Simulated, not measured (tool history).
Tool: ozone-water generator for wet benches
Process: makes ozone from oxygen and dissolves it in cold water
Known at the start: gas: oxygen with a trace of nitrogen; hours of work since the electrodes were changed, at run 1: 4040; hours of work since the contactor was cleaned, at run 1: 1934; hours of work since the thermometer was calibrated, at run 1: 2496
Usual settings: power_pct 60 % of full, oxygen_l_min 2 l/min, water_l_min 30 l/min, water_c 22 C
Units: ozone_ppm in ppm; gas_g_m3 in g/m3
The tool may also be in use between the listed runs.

run	hour	power_pct	oxygen_l_min	water_l_min	water_c	hours of work since the electrodes were changed	hours of work since the contactor was cleaned	hours of work since the thermometer was calibrated	ozone_ppm	gas_g_m3
1	0	60	2	30	22	4040	1934	2496	5.4	116.8
2	78.8	60	2	30	28	4101	1995	2557	5	118.3
3	226.9	60	2.3	30	28	4215	2109	2671	5.1	109.4
4	289.3	60	2	30	22	4263	2157	2719	5.3	118
5	406.4	60	2	30	22	4354	2248	2810	5.2	117.9
6	527.8	60	2	30	22	4448	2341	2903	5.4	118.5
7	591	60	2	30	22	4496	2390	2952	5.4	118
8	714.2	60	2	30	22	4592	2485	3047	5.3	117.2
9	796.1	60	2	30	22	4655	2548	3111	5.3	116.5
10	939.2	60	2	24	22	4765	2659	3221	6.8	116.9
11	1044.4	60	2	24	22	4847	2740	3302	6.7	117.8
12	1143.6	60	2	24	22	4923	2817	3379	6.6	118.7
13	1288.1	60	2	24	22	5035	2928	3491	6.7	118
14	1350	60	2	24	22	5083	2976	3538	6.7	116.3
15	1452.6	65	2	30	22	5162	3056	3618	5.5	123.2
16	1530.6	65	2	30	22	5222	3116	3678	5.7	123.7
17	1598	56	1.23	21	14	5274	3168	3730	6.3	140.3
18	1686.4	60	2	23	19	5342	3236	3798	6.9	116.2
# hour 1806: water thermometer calibrated
19	1836.6	60	2	23	19	5458	3352	24	7	116.8
20	1959.7	73	1.35	20	24	5553	3447	119	8.1	161.8
21	2023	43	3.32	20	24	5602	3496	168	6.6	69.4
22	2175.4	43	2	36	23	5720	3613	285	3.2	90.9
23	2288.6	99	2	39	23	5807	3701	373	5.7	164.8
24	2394	50	2.76	45	19	5888	3782	454	3.2	86.5
25	2467.5	57	2.11	38	17	5945	3839	511	3.9	108
26	2570	60	2.86	30	16	6024	3918	590	5.9	96.6
27	2721.2	60	2.86	25	16	6141	4035	707	7	95.4
28	2870.3	60	2.86	25	16	6256	4150	822	7.1	96.6
29	2963.7	40	2	32	18	6328	4222	894	3.6	86.8

Forecast run 30:
30	3100.3	62	1.79	20	18	6434	4328	1000	?	?

Run 30 gave ozone_ppm 7.8 ppm, gas_g_m3 124.2 g/m3.
Without the tool's hidden state the same run would have given ozone_ppm 8.7 ppm, gas_g_m3 136.9 g/m3.
